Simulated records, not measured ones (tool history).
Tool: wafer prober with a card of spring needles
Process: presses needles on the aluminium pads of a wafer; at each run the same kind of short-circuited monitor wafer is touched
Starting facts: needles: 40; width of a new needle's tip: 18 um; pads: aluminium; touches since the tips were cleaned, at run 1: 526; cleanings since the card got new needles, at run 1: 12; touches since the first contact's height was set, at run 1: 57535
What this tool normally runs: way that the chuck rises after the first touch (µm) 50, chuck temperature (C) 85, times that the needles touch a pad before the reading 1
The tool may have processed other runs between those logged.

run   hour  way that the chuck rises after the first touch (µm)  chuck temperature (C)  times that the needles touch a pad before the reading  touches since the tips were cleaned  cleanings since the card got new needles  touches since the first contact's height was set  resistance of one needle with its contact and lead (mohm)  way that a needle slides on the pad (µm)
  1      0                                                   50                     85                                                      1                                  526                                        12                                             57535                                                        199                                      8.51
  2   16.5                                                   50                     85                                                      1                                 3509                                        12                                             60518                                                        247                                      8.47
      21.9  -- tips cleaned on abrasive film
  3   25.5                                                   50                     85                                                      1                                  646                                        13                                             62118                                                        270                                      8.42
  4   42.2                                                   50                     85                                                      1                                 3653                                        13                                             65125                                                        257                                      8.45
        46  -- tips cleaned on abrasive film
  5   53.4                                                   36                     85                                                      1                                 1328                                        14                                             67129                                                        283                                      6.03
      68.8  -- tips cleaned on abrasive film, once more
  6   70.7                                                   36                     85                                                      1                                  339                                        15                                             70234                                                        228                                      6.01
  7   79.3                                                   36                     85                                                      1                                 1898                                        15                                             71793                                                        294                                      6.02
  8   89.5                                                   50                     28                                                      1                                 3733                                        15                                             73628                                                        241                                      8.25
      93.1  -- tips cleaned on abrasive film
  9  101.4                                                   53                     81                                                      1                                 1500                                        16                                             75754                                                        219                                      8.86
     117.4  -- tips cleaned on abrasive film
 10  117.4                                                   53                     81                                                      1                                    0                                        17                                             78630                                                        177                                       8.9
 11  129.1                                                   60                    108                                                      2                                 2103                                        17                                             80733                                                        199                                      10.2
 12  139.2                                                   62                     61                                                      1                                 3930                                        17                                             82560                                                        218                                     10.42
     141.7  -- tips cleaned on abrasive film
 13    154                                                   50                     26                                                      1                                 2224                                        18                                             85205                                                        230                                       8.3
 14    162                                                   61                     32                                                      1                                 3678                                        18                                             86659                                                        214                                     10.24
     166.3  -- tips cleaned on abrasive film
 15  181.3                                                   61                     64                                                      2                                 2713                                        19                                             90119                                                        195                                     10.21

For each entry between runs, how does the tool's hidden state at the last listed run before it compare with that at the first listed run after it?
Logged between run 2 and run 3: tips cleaned on abrasive film (hour 21.9)
  debris on the tips, nm: 60.8 -> 82; way that the needles fall short of the set height, um: 0.87 -> 1.26; tips' diameter, um: 18.3 -> 18.35
  measured less the result without the state, resistance of one needle with its contact and lead (mohm): +71 -> +97; way that a needle slides on the pad (µm): -0.15 -> -0.21
Logged between run 4 and run 5: tips cleaned on abrasive film (hour 46)
  debris on the tips, nm: 69.3 -> 42.3; way that the needles fall short of the set height, um: 1.26 -> 1.34; tips' diameter, um: 18.35 -> 18.38
  measured less the result without the state, resistance of one needle with its contact and lead (mohm): +81 -> +98; way that a needle slides on the pad (µm): -0.22 -> -0.23
Logged between run 5 and run 6: tips cleaned on abrasive film, once more (hour 68.8)
  debris on the tips, nm: 42.3 -> 17.2; way that the needles fall short of the set height, um: 1.34 -> 1.4; tips' diameter, um: 18.38 -> 18.4
  measured less the result without the state, resistance of one needle with its contact and lead (mohm): +98 -> +42; way that a needle slides on the pad (µm): -0.23 -> -0.25
Logged between run 8 and run 9: tips cleaned on abrasive film (hour 93.1)
  debris on the tips, nm: 60.8 -> 42.4; way that the needles fall short of the set height, um: 1.4 -> 1.49; tips' diameter, um: 18.4 -> 18.43
  measured less the result without the state, resistance of one needle with its contact and lead (mohm): +80 -> +47; way that a needle slides on the pad (µm): -0.24 -> -0.26
Logged between run 9 and run 10: tips cleaned on abrasive film (hour 117.4)
  debris on the tips, nm: 42.4 -> 4.9; way that the needles fall short of the set height, um: 1.49 -> 1.55; tips' diameter, um: 18.43 -> 18.45
  measured less the result without the state, resistance of one needle with its contact and lead (mohm): +47 -> +6; way that a needle slides on the pad (µm): -0.26 -> -0.27
Logged between run 12 and run 13: tips cleaned on abrasive film (hour 141.7)
  debris on the tips, nm: 62.8 -> 52.4; way that the needles fall short of the set height, um: 1.55 -> 1.63; tips' diameter, um: 18.45 -> 18.48
  measured less the result without the state, resistance of one needle with its contact and lead (mohm): +52 -> +69; way that a needle slides on the pad (µm): -0.27 -> -0.28
Logged between run 14 and run 15: tips cleaned on abrasive film (hour 166.3)
  debris on the tips, nm: 61.2 -> 56.3; way that the needles fall short of the set height, um: 1.63 -> 1.71; tips' diameter, um: 18.48 -> 18.51
  measured less the result without the state, resistance of one needle with its contact and lead (mohm): +55 -> +30; way that a needle slides on the pad (µm): -0.28 -> -0.3
